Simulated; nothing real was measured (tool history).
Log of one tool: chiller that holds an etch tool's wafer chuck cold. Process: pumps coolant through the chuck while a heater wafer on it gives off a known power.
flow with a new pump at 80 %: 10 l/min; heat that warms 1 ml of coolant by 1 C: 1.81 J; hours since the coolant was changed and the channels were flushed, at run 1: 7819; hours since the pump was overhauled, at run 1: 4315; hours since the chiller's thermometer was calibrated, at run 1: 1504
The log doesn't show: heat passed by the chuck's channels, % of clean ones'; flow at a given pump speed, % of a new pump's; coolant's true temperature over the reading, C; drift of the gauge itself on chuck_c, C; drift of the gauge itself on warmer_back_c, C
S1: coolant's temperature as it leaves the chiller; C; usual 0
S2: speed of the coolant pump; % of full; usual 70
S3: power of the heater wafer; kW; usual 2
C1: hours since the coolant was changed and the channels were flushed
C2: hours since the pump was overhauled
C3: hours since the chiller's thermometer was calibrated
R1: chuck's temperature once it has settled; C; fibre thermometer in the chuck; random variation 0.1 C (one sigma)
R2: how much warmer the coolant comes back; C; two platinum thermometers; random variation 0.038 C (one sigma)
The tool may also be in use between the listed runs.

run	day	S1	S2	S3	C1	C2	C3	R1	R2
1	0	0	70	2	7819	4315	1504	15.8	7.94
2	4.429	-4	70	2	7925	4422	1610	11.8	8.06
3	8.704	-4	70	2	8028	4524	1713	11.7	7.94
4	11.233	-4	70	2	8088	4585	1773	11.8	7.93
5	15.283	-4	70	2	8186	4682	1871	11.9	7.96
6	19.412	-4	70	2	8285	4781	1970	11.7	8.04
7	22.862	1	83	2.152	8368	4864	2053	16	7.06
8	26.238	1	68	2.152	8449	4945	2134	18.2	8.86
9	29.517	-10	69	1.054	8527	5024	2212	-1.2	4.27
10	33.117	-10	69	1.054	8614	5110	2299	-1.4	4.22
# day 35.554: chiller's thermometer calibrated
11	38.604	3	70	1.988	8744	5241	73	18.7	7.97

Forecast each of these 5 alternatives for the next run:
A	41.029	3	86	1.281	8803	5299	131	?	?
B	41.029	0	70	1.127	8803	5299	131	?	?
C	41.029	7	69	1.988	8803	5299	131	?	?
D	41.029	-9	70	1.988	8803	5299	131	?	?
E	41.029	3	80	1.988	8803	5299	131	?	?

run	R1	R2
A	11.5	4.07
B	8.8	4.53
C	22.8	8.09
D	6.6	7.91
E	17.3	6.81
Without the tool's hidden state the same runs would have given:
run	R1	R2
A	10.8	3.9
B	8	4.35
C	21.4	7.76
D	5.2	7.58
E	16	6.53
